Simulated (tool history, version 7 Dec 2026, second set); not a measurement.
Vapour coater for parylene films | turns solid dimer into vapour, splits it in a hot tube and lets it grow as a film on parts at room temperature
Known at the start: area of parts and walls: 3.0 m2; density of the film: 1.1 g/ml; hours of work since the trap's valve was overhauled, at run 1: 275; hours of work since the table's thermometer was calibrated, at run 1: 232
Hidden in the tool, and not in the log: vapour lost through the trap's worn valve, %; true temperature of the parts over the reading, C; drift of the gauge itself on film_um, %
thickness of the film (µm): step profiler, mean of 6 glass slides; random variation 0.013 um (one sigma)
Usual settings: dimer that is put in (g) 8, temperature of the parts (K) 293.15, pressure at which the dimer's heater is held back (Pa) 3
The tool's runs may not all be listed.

run   hour  dimer that is put in (g)  temperature of the parts (K)  pressure at which the dimer's heater is held back (Pa)  hours of work since the trap's valve was overhauled  hours of work since the table's thermometer was calibrated  thickness of the film (µm)
  1      0                         8                        293.15                                                       3                                                  275                                                         232                        1.48
  2   25.2                         8                        293.15                                                       3                                                  297                                                         254                        1.46
      49.7  -- trap's valve overhauled
  3   60.5                         8                        293.15                                                       3                                                    9                                                         281                        1.43
  4   79.7                        11                        293.15                                                       3                                                   26                                                         298                        1.94
  5    100                        11                        293.15                                                       3                                                   44                                                         316                        1.95
  6  116.4                        12                        293.15                                                       3                                                   58                                                         330                        2.11
  7    137                        12                        293.15                                                       3                                                   76                                                         348                         2.1
  8  159.3                        12                        293.15                                                       3                                                   96                                                         368                        2.08
  9  187.7                         8                        293.15                                                       3                                                  120                                                         392                        1.37
     214.7  -- trap's valve overhauled, once more
 10  217.7                         8                        293.15                                                       3                                                    3                                                         415                         1.6
 11  238.7                         8                        293.15                                                       3                                                   21                                                         433                        1.61
 12  266.6                         8                        291.15                                                    5.69                                                   45                                                         458                        1.57
 13  289.3                         8                        290.15                                                    2.76                                                   65                                                         477                         1.7

Forecast run 14:
 14  304.5                         8                        290.15                                                    2.76                                                   78                                                         491                           ?

Run 14 gave thickness of the film (µm) 1.7.
Without the tool's hidden state the same run would have given thickness of the film (µm) 1.73.
